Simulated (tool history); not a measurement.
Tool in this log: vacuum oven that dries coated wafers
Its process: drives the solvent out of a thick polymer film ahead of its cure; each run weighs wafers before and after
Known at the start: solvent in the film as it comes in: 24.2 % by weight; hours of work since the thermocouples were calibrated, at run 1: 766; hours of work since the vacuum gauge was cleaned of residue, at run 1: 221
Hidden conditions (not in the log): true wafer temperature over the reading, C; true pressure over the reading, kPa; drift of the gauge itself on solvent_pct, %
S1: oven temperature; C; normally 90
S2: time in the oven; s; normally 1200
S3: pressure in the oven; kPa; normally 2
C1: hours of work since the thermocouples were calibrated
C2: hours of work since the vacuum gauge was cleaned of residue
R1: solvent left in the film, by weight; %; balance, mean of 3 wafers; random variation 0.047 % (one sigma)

{"run": 1, "hour": 0.0, "S1": 90, "S2": 1200, "S3": 2, "C1": 766, "C2": 221, "R1": 4.74}
{"run": 2, "hour": 36.2, "S1": 90, "S2": 660, "S3": 2, "C1": 790, "C2": 245, "R1": 8.69}
{"run": 3, "hour": 81.3, "S1": 90, "S2": 1200, "S3": 4.82, "C1": 820, "C2": 275, "R1": 6.26}
{"run": 4, "hour": 108.8, "S1": 90, "S2": 1200, "S3": 4.82, "C1": 839, "C2": 294, "R1": 6.34}
{"run": 5, "hour": 141.0, "S1": 90, "S2": 1200, "S3": 2, "C1": 860, "C2": 315, "R1": 4.83}
{"hour": 161.3, "done": "oven's thermocouples calibrated"}
{"run": 6, "hour": 171.8, "S1": 90, "S2": 1200, "S3": 2, "C1": 7, "C2": 334, "R1": 4.26}
{"run": 7, "hour": 204.3, "S1": 90, "S2": 1200, "S3": 6.61, "C1": 29, "C2": 356, "R1": 6.85}
{"run": 8, "hour": 245.0, "S1": 90, "S2": 1200, "S3": 6.61, "C1": 56, "C2": 383, "R1": 6.86}
{"run": 9, "hour": 276.3, "S1": 90, "S2": 1200, "S3": 5.5, "C1": 77, "C2": 404, "R1": 6.27}
{"run": 10, "hour": 302.5, "S1": 90, "S2": 1200, "S3": 5.5, "C1": 94, "C2": 421, "R1": 6.17}
{"run": 11, "hour": 327.4, "S1": 90, "S2": 720, "S3": 5.5, "C1": 111, "C2": 438, "R1": 9.16}
{"run": 12, "hour": 361.9, "S1": 90, "S2": 720, "S3": 5.5, "C1": 134, "C2": 461, "R1": 9.3}
{"run": 13, "hour": 386.7, "S1": 90, "S2": 720, "S3": 5.5, "C1": 150, "C2": 478, "R1": 9.13}
{"run": 14, "hour": 413.3, "S1": 90, "S2": 1200, "S3": 2, "C1": 168, "C2": 495, "R1": 4.39}
{"run": 15, "hour": 438.6, "S1": 90, "S2": 1200, "S3": 2, "C1": 185, "C2": 512, "R1": 4.41}
{"run": 16, "hour": 466.5, "S1": 90, "S2": 1200, "S3": 2, "C1": 204, "C2": 531, "R1": 4.45}
{"run": 17, "hour": 502.0, "S1": 90, "S2": 1200, "S3": 2, "C1": 227, "C2": 555, "R1": 4.43}
{"run": 18, "hour": 525.1, "S1": 90, "S2": 1200, "S3": 2, "C1": 243, "C2": 570, "R1": 4.51}
{"run": 19, "hour": 565.4, "S1": 90, "S2": 1200, "S3": 1.51, "C1": 270, "C2": 597, "R1": 4.26}
{"run": 20, "hour": 613.3, "S1": 90, "S2": 1200, "S3": 2, "C1": 302, "C2": 629, "R1": 4.54}
{"run": 21, "hour": 648.7, "S1": 90, "S2": 1200, "S3": 2, "C1": 325, "C2": 652, "R1": 4.57}
{"run": 22, "hour": 698.0, "S1": 90, "S2": 1200, "S3": 1.51, "C1": 358, "C2": 685, "R1": 4.28}
{"run": 23, "hour": 740.5, "S1": 90, "S2": 1200, "S3": 1.51, "C1": 386, "C2": 714, "R1": 4.25}
{"run": 24, "hour": 767.4, "S1": 85, "S2": 1200, "S3": 4.79, "C1": 404, "C2": 732, "R1": 8.8}
{"run": 25, "hour": 787.6, "S1": 86, "S2": 1440, "S3": 4.93, "C1": 418, "C2": 745, "R1": 7.37}
{"run": 26, "hour": 818.9, "S1": 87, "S2": 660, "S3": 4.64, "C1": 439, "C2": 766, "R1": 11.3}
{"run": 27, "hour": 841.9, "S1": 90, "S2": 1200, "S3": 1.67, "C1": 454, "C2": 781, "R1": 4.46}
{"run": 28, "hour": 878.6, "S1": 77, "S2": 1200, "S3": 2, "C1": 478, "C2": 806, "R1": 11.72}
{"run": 29, "hour": 916.6, "S1": 88, "S2": 1200, "S3": 2, "C1": 504, "C2": 831, "R1": 5.63}
{"run": 30, "hour": 965.8, "S1": 95, "S2": 780, "S3": 2, "C1": 537, "C2": 864, "R1": 4.78}
{"run": 31, "hour": 1007.0, "S1": 100, "S2": 1200, "S3": 5.91, "C1": 564, "C2": 891, "R1": 3.25}
{"run": 32, "hour": 1032.9, "S1": 82, "S2": 1020, "S3": 3.36, "C1": 581, "C2": 909, "R1": 10.98}
{"run": 33, "hour": 1054.1, "S1": 82, "S2": 1020, "S3": 3.36, "C1": 596, "C2": 923, "R1": 10.79}
{"run": 34, "hour": 1102.6, "S1": 88, "S2": 960, "S3": 1.7, "C1": 628, "C2": 955, "R1": 6.94}
{"run": 35, "hour": 1138.4, "S1": 95, "S2": 1020, "S3": 1.04, "C1": 652, "C2": 979, "R1": 2.9}
{"run": 36, "hour": 1181.4, "S1": 95, "S2": 1020, "S3": 1.04, "C1": 680, "C2": 1008, "R1": 2.97}
{"run": 37, "hour": 1216.3, "S1": 95, "S2": 1020, "S3": 1.04, "C1": 704, "C2": 1031, "R1": 2.99}
{"run": 38, "hour": 1246.7, "S1": 95, "S2": 1020, "S3": 1.04, "C1": 724, "C2": 1051, "R1": 2.94}
{"run": 39, "hour": 1286.2, "S1": 101, "S2": 1200, "S3": 7.25, "C1": 750, "C2": 1078, "R1": 3.65}
{"run": 40, "hour": 1336.0, "S1": 103, "S2": 1200, "S3": 5.4, "C1": 784, "C2": 1111, "R1": 2.54}
{"run": 41, "hour": 1359.2, "S1": 90, "S2": 720, "S3": 3.05, "C1": 799, "C2": 1126, "R1": 8.64}
{"run": 42, "hour": 1382.3, "S1": 90, "S2": 720, "S3": 2, "C1": 814, "C2": 1142, "R1": 8.14}
{"run": 43, "hour": 1413.5, "S1": 91, "S2": 720, "S3": 2, "C1": 835, "C2": 1163, "R1": 7.61}
{"run": 44, "hour": 1443.4, "S1": 78, "S2": 1200, "S3": 1.3, "C1": 855, "C2": 1182, "R1": 11.07}
{"hour": 1470.4, "done": "oven's thermocouples calibrated"}
{"run": 45, "hour": 1487.4, "S1": 78, "S2": 1200, "S3": 1.3, "C1": 11, "C2": 1211, "R1": 10.64}
{"run": 46, "hour": 1533.5, "S1": 96, "S2": 720, "S3": 2, "C1": 42, "C2": 1241, "R1": 4.56}

Below are 3 alternative next runs, each starting from the tool's condition after run 46. Predict each:
{"run": "A", "hour": 1565.6, "S1": 92, "S2": 1560, "S3": 2, "C1": 63, "C2": 1263, "R1": "?"}
{"run": "B", "hour": 1565.6, "S1": 96, "S2": 720, "S3": 7.99, "C1": 63, "C2": 1263, "R1": "?"}
{"run": "C", "hour": 1565.6, "S1": 84, "S2": 720, "S3": 2, "C1": 63, "C2": 1263, "R1": "?"}

run=A R1=2.59
run=B R1=7.27
run=C R1=10.92
The same runs, with their run-to-run variation unchanged, on a tool lacking any hidden condition would have given:
run=A R1=2.39
run=B R1=7.07
run=C R1=10.71

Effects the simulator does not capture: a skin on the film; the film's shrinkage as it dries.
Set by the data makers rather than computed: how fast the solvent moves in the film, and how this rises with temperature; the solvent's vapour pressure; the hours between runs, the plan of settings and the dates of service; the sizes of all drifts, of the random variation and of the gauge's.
